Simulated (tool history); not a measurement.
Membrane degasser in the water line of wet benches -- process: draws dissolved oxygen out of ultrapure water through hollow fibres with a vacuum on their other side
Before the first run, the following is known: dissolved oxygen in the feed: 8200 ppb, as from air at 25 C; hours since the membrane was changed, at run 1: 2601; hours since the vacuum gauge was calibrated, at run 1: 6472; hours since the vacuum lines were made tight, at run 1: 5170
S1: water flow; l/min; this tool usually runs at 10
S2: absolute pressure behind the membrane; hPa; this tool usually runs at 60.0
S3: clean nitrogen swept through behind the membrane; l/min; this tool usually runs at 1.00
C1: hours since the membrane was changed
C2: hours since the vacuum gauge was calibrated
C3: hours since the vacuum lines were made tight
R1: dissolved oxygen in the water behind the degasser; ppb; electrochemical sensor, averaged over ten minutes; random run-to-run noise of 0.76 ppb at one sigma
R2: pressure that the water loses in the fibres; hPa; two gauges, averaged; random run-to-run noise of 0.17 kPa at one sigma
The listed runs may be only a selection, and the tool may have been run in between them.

{"run": 1, "hour": 0.0, "S1": 10, "S2": 60.0, "S3": 1.0, "C1": 2601, "C2": 6472, "C3": 5170, "R1": 73.5, "R2": 270.4}
{"run": 2, "hour": 92.9, "S1": 10, "S2": 64.4, "S3": 1.0, "C1": 2693, "C2": 6565, "C3": 5263, "R1": 85.0, "R2": 269.5}
{"run": 3, "hour": 167.3, "S1": 10, "S2": 64.4, "S3": 1.0, "C1": 2768, "C2": 6640, "C3": 5338, "R1": 83.8, "R2": 270.1}
{"run": 4, "hour": 222.7, "S1": 10, "S2": 64.4, "S3": 1.0, "C1": 2823, "C2": 6695, "C3": 5393, "R1": 83.6, "R2": 271.9}
{"run": 5, "hour": 320.1, "S1": 14, "S2": 60.0, "S3": 1.0, "C1": 2921, "C2": 6793, "C3": 5490, "R1": 116.0, "R2": 381.0}
{"run": 6, "hour": 407.2, "S1": 10, "S2": 60.0, "S3": 1.0, "C1": 3008, "C2": 6880, "C3": 5578, "R1": 72.3, "R2": 269.5}
{"run": 7, "hour": 492.3, "S1": 10, "S2": 60.0, "S3": 0.64, "C1": 3093, "C2": 6965, "C3": 5663, "R1": 110.8, "R2": 268.7}
{"run": 8, "hour": 579.0, "S1": 10, "S2": 60.0, "S3": 0.64, "C1": 3180, "C2": 7051, "C3": 5749, "R1": 108.4, "R2": 268.6}
{"hour": 622.6, "done": "vacuum gauge calibrated"}
{"run": 9, "hour": 628.4, "S1": 10, "S2": 60.0, "S3": 0.64, "C1": 3228, "C2": 6, "C3": 5798, "R1": 102.4, "R2": 271.8}
{"run": 10, "hour": 667.6, "S1": 10, "S2": 60.0, "S3": 0.64, "C1": 3268, "C2": 45, "C3": 5837, "R1": 104.7, "R2": 271.9}
{"run": 11, "hour": 761.3, "S1": 10, "S2": 89.4, "S3": 0.64, "C1": 3361, "C2": 139, "C3": 5931, "R1": 205.0, "R2": 273.5}
{"run": 12, "hour": 803.3, "S1": 10, "S2": 89.4, "S3": 0.64, "C1": 3403, "C2": 181, "C3": 5973, "R1": 208.2, "R2": 268.6}
{"run": 13, "hour": 898.6, "S1": 10, "S2": 60.0, "S3": 1.0, "C1": 3499, "C2": 276, "C3": 6068, "R1": 69.4, "R2": 273.6}
{"run": 14, "hour": 955.7, "S1": 7, "S2": 60.0, "S3": 1.0, "C1": 3556, "C2": 333, "C3": 6126, "R1": 48.9, "R2": 192.4}
{"run": 15, "hour": 1004.3, "S1": 7, "S2": 60.0, "S3": 1.0, "C1": 3604, "C2": 382, "C3": 6174, "R1": 48.7, "R2": 193.1}
{"run": 16, "hour": 1046.9, "S1": 11, "S2": 60.0, "S3": 1.0, "C1": 3647, "C2": 424, "C3": 6217, "R1": 78.5, "R2": 303.2}
{"run": 17, "hour": 1124.2, "S1": 10, "S2": 79.3, "S3": 1.0, "C1": 3724, "C2": 502, "C3": 6294, "R1": 114.8, "R2": 275.4}
{"run": 18, "hour": 1163.3, "S1": 10, "S2": 79.3, "S3": 1.0, "C1": 3763, "C2": 541, "C3": 6333, "R1": 115.5, "R2": 273.5}
{"run": 19, "hour": 1229.8, "S1": 10, "S2": 79.3, "S3": 1.0, "C1": 3830, "C2": 607, "C3": 6400, "R1": 115.0, "R2": 272.6}
{"run": 20, "hour": 1275.4, "S1": 10, "S2": 79.3, "S3": 1.0, "C1": 3875, "C2": 653, "C3": 6445, "R1": 114.2, "R2": 274.0}
{"run": 21, "hour": 1348.6, "S1": 14, "S2": 60.0, "S3": 1.54, "C1": 3949, "C2": 726, "C3": 6518, "R1": 82.4, "R2": 380.8}
{"run": 22, "hour": 1400.9, "S1": 10, "S2": 66.6, "S3": 1.36, "C1": 4001, "C2": 778, "C3": 6571, "R1": 66.8, "R2": 276.6}
{"run": 23, "hour": 1474.1, "S1": 7, "S2": 77.7, "S3": 0.64, "C1": 4074, "C2": 851, "C3": 6644, "R1": 119.7, "R2": 193.8}
{"run": 24, "hour": 1532.4, "S1": 8, "S2": 60.0, "S3": 1.0, "C1": 4132, "C2": 910, "C3": 6702, "R1": 56.2, "R2": 219.1}
{"run": 25, "hour": 1587.2, "S1": 13, "S2": 46.4, "S3": 2.66, "C1": 4187, "C2": 965, "C3": 6757, "R1": 34.0, "R2": 357.4}
{"run": 26, "hour": 1676.8, "S1": 10, "S2": 143.9, "S3": 2.4, "C1": 4277, "C2": 1054, "C3": 6847, "R1": 118.1, "R2": 272.7}
{"run": 27, "hour": 1730.4, "S1": 10, "S2": 53.3, "S3": 2.44, "C1": 4330, "C2": 1108, "C3": 6900, "R1": 26.5, "R2": 273.8}
{"run": 28, "hour": 1802.4, "S1": 10, "S2": 53.3, "S3": 2.44, "C1": 4402, "C2": 1180, "C3": 6972, "R1": 25.9, "R2": 274.2}
{"run": 29, "hour": 1885.1, "S1": 10, "S2": 53.3, "S3": 2.44, "C1": 4485, "C2": 1263, "C3": 7055, "R1": 26.4, "R2": 275.0}
{"run": 30, "hour": 1943.1, "S1": 10, "S2": 53.3, "S3": 2.44, "C1": 4543, "C2": 1320, "C3": 7113, "R1": 26.2, "R2": 272.4}
{"run": 31, "hour": 2035.8, "S1": 16, "S2": 60.0, "S3": 1.0, "C1": 4636, "C2": 1413, "C3": 7206, "R1": 138.4, "R2": 436.5}
{"run": 32, "hour": 2130.1, "S1": 16, "S2": 60.0, "S3": 1.01, "C1": 4730, "C2": 1507, "C3": 7300, "R1": 141.5, "R2": 440.5}

3 ways to go on from here, each from the tool as it stands after run 32. What would each give?
{"run": "A", "hour": 2205.7, "S1": 12, "S2": 60.0, "S3": 1.01, "C1": 4806, "C2": 1583, "C3": 7375, "R1": "?", "R2": "?"}
{"run": "B", "hour": 2205.7, "S1": 12, "S2": 37.1, "S3": 2.29, "C1": 4806, "C2": 1583, "C3": 7375, "R1": "?", "R2": "?"}
{"run": "C", "hour": 2205.7, "S1": 13, "S2": 60.0, "S3": 2.71, "C1": 4806, "C2": 1583, "C3": 7375, "R1": "?", "R2": "?"}

run=A R1=91.4 R2=330.8
run=B R1=18.8 R2=329.6
run=C R1=49.2 R2=356.7
With no hidden state in the tool, these same runs would have given:
run=A R1=87.8 R2=319.1
run=B R1=16.1 R2=317.8
run=C R1=45.4 R2=344.0

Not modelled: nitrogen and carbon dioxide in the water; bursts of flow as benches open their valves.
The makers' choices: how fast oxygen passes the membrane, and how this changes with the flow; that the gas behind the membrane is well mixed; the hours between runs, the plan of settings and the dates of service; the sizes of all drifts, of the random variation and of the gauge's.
